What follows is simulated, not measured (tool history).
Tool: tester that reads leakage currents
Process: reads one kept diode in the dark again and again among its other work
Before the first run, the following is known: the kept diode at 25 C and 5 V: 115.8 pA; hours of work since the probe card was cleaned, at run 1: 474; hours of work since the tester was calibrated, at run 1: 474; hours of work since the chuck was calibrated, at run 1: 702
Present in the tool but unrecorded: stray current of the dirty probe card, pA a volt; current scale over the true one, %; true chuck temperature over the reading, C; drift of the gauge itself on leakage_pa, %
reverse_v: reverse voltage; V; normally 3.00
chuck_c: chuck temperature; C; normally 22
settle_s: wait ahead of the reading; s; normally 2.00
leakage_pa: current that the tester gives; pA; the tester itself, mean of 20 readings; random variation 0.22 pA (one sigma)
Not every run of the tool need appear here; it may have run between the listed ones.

run    hour  reverse_v  chuck_c  settle_s  hours of work since the probe card was cleaned  hours of work since the tester was calibrated  hours of work since the chuck was calibrated  leakage_pa
  1     0.0       3.00       22      2.00                                             474                                            474                                           702       71.91
  2    94.0       3.00       22      2.00                                             544                                            544                                           772       72.55
  3   199.3       3.00       22      2.00                                             622                                            622                                           851       72.76
  4   297.3      13.83       22      2.00                                             696                                            696                                           924      146.26
  5   388.3      13.83       22      2.00                                             763                                            763                                           992      147.55
  6   454.9       3.00       28      2.00                                             813                                            813                                          1042      122.54
  7   534.6       3.00       28      2.00                                             873                                            873                                          1101      122.35
  8   608.4       3.00       28      2.00                                             928                                            928                                          1156      122.75
  9   712.8       3.00       28      2.00                                            1006                                           1006                                          1234      122.14
 10   815.6       3.00       28      2.00                                            1082                                           1082                                          1311      122.04
      892.8  -- probe card cleaned and baked
 11   892.8       3.00       28      2.00                                               0                                           1138                                          1366      125.86
 12   951.4       3.00       28      2.00                                              44                                           1181                                          1410      126.04
 13  1021.3       3.00       28      2.00                                              96                                           1233                                          1462      125.98
 14  1123.5       4.70       22      2.00                                             172                                           1310                                          1538       96.84
     1134.9  -- probe card cleaned and baked, once more
 15  1231.8       4.70       22      2.00                                              72                                           1388                                          1617       82.21
 16  1277.4       4.70       22      2.00                                             106                                           1422                                          1651       82.03
 17  1360.1       4.70       22      2.00                                             168                                           1484                                          1713       82.54
 18  1416.4      13.17       22      2.45                                             210                                           1526                                          1755      128.82

What does the tool deliver on the next run?
 19  1517.5       1.02       56      1.16                                             285                                           1602                                          1830           ?

Run 19 produced leakage_pa 719.21 pA.
Without the tool's hidden state the same run would have given leakage_pa 762.68 pA.
